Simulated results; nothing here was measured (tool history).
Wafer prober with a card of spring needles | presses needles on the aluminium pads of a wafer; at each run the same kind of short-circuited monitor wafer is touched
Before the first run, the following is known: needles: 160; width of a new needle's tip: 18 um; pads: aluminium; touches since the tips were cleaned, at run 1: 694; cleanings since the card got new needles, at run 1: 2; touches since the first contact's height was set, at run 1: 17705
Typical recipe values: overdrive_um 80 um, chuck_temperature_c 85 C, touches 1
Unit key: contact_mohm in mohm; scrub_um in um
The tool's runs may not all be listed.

| run | hour | overdrive_um | chuck_temperature_c | touches | touches since the tips were cleaned | cleanings since the card got new needles | touches since the first contact's height was set | contact_mohm | scrub_um |
|---|---|---|---|---|---|---|---|---|---|
| 1 | 0.0 | 80 | 85 | 1 | 694 | 2 | 17705 | 209 | 14.003 |
| 2 | 5.5 | 80 | 85 | 2 | 2426 | 2 | 19437 | 218 | 14.008 |
| 3 | 14.5 | 80 | 48 | 1 | 5275 | 2 | 22286 | 230 | 14.007 |
| 4 | 21.4 | 80 | 48 | 1 | 7457 | 2 | 24468 | 237 | 14.006 |
|  | 24.7 | tips cleaned on abrasive film |
| 5 | 26.4 | 80 | 48 | 2 | 544 | 3 | 25998 | 201 | 13.995 |
| 6 | 33.7 | 80 | 85 | 3 | 2833 | 3 | 28287 | 212 | 13.992 |
| 7 | 43.0 | 80 | 85 | 3 | 5783 | 3 | 31237 | 217 | 13.998 |
|  | 51.8 | tips cleaned on abrasive film |
| 8 | 52.1 | 66 | 85 | 1 | 105 | 4 | 34086 | 211 | 11.530 |
| 9 | 56.8 | 66 | 85 | 1 | 1575 | 4 | 35556 | 230 | 11.535 |
| 10 | 66.4 | 80 | 85 | 1 | 4602 | 4 | 38583 | 239 | 13.994 |
| 11 | 72.3 | 80 | 85 | 1 | 6474 | 4 | 40455 | 238 | 13.996 |
| 12 | 77.9 | 80 | 85 | 1 | 8214 | 4 | 42195 | 244 | 13.976 |
|  | 78.6 | tips cleaned on abrasive film |
| 13 | 84.2 | 80 | 85 | 1 | 1751 | 5 | 44161 | 220 | 13.978 |
| 14 | 91.4 | 80 | 85 | 1 | 4024 | 5 | 46434 | 233 | 13.982 |
| 15 | 99.0 | 80 | 85 | 1 | 6418 | 5 | 48828 | 242 | 13.978 |
|  | 105.5 | tips cleaned on abrasive film |
| 16 | 107.3 | 80 | 90 | 1 | 560 | 6 | 51404 | 213 | 13.965 |
| 17 | 117.6 | 80 | 90 | 1 | 3835 | 6 | 54679 | 233 | 13.962 |
| 18 | 125.4 | 80 | 120 | 2 | 6291 | 6 | 57135 | 235 | 13.969 |
|  | 132.2 | tips cleaned on abrasive film |
| 19 | 135.5 | 66 | 26 | 2 | 1055 | 7 | 60290 | 208 | 11.496 |
| 20 | 143.9 | 67 | 81 | 3 | 3681 | 7 | 62916 | 217 | 11.678 |
| 21 | 150.4 | 70 | 85 | 1 | 5743 | 7 | 64978 | 252 | 12.203 |
| 22 | 155.1 | 70 | 95 | 1 | 7223 | 7 | 66458 | 261 | 12.204 |
|  | 159.0 | tips cleaned on abrasive film |
|  | 164.6 | height of the first contact set anew |
| 23 | 165.5 | 70 | 95 | 1 | 1973 | 8 | 303 | 228 | 12.277 |
| 24 | 172.7 | 80 | 45 | 2 | 4231 | 8 | 2561 | 217 | 14.038 |
| 25 | 177.2 | 80 | 41 | 2 | 5657 | 8 | 3987 | 215 | 14.045 |
| 26 | 183.7 | 80 | 28 | 2 | 7703 | 8 | 6033 | 219 | 14.030 |
|  | 186.0 | tips cleaned on abrasive film |
| 27 | 192.0 | 80 | 25 | 1 | 1911 | 9 | 8627 | 211 | 14.020 |
| 28 | 198.9 | 80 | 25 | 1 | 4080 | 9 | 10796 | 225 | 14.031 |
| 29 | 205.9 | 68 | 51 | 1 | 6276 | 9 | 12992 | 248 | 11.926 |
|  | 213.3 | tips cleaned on abrasive film |
| 30 | 213.9 | 68 | 51 | 1 | 187 | 10 | 15483 | 206 | 11.915 |
| 31 | 222.0 | 83 | 65 | 3 | 2743 | 10 | 18039 | 208 | 14.534 |
| 32 | 230.4 | 63 | 85 | 3 | 5407 | 10 | 20703 | 227 | 11.035 |
| 33 | 235.5 | 63 | 85 | 3 | 7026 | 10 | 22322 | 231 | 11.037 |
|  | 240.3 | tips cleaned on abrasive film |
| 34 | 244.4 | 80 | 29 | 1 | 1285 | 11 | 25084 | 206 | 14.002 |

What if the next run were any one of these 3? Each begins from the tool's condition after run 34:
| A | 250.5 | 87 | 59 | 1 | 3208 | 11 | 27007 | ? | ? |
| B | 250.5 | 80 | 89 | 1 | 3208 | 11 | 27007 | ? | ? |
| C | 250.5 | 86 | 29 | 2 | 3208 | 11 | 27007 | ? | ? |

| run | contact_mohm | scrub_um |
|---|---|---|
| A | 219 | 15.230 |
| B | 232 | 13.996 |
| C | 205 | 15.054 |
The same runs, with their run-to-run variation unchanged, on a tool lacking any hidden condition would have given:
| run | contact_mohm | scrub_um |
|---|---|---|
| A | 195 | 15.262 |
| B | 204 | 14.028 |
| C | 189 | 15.086 |

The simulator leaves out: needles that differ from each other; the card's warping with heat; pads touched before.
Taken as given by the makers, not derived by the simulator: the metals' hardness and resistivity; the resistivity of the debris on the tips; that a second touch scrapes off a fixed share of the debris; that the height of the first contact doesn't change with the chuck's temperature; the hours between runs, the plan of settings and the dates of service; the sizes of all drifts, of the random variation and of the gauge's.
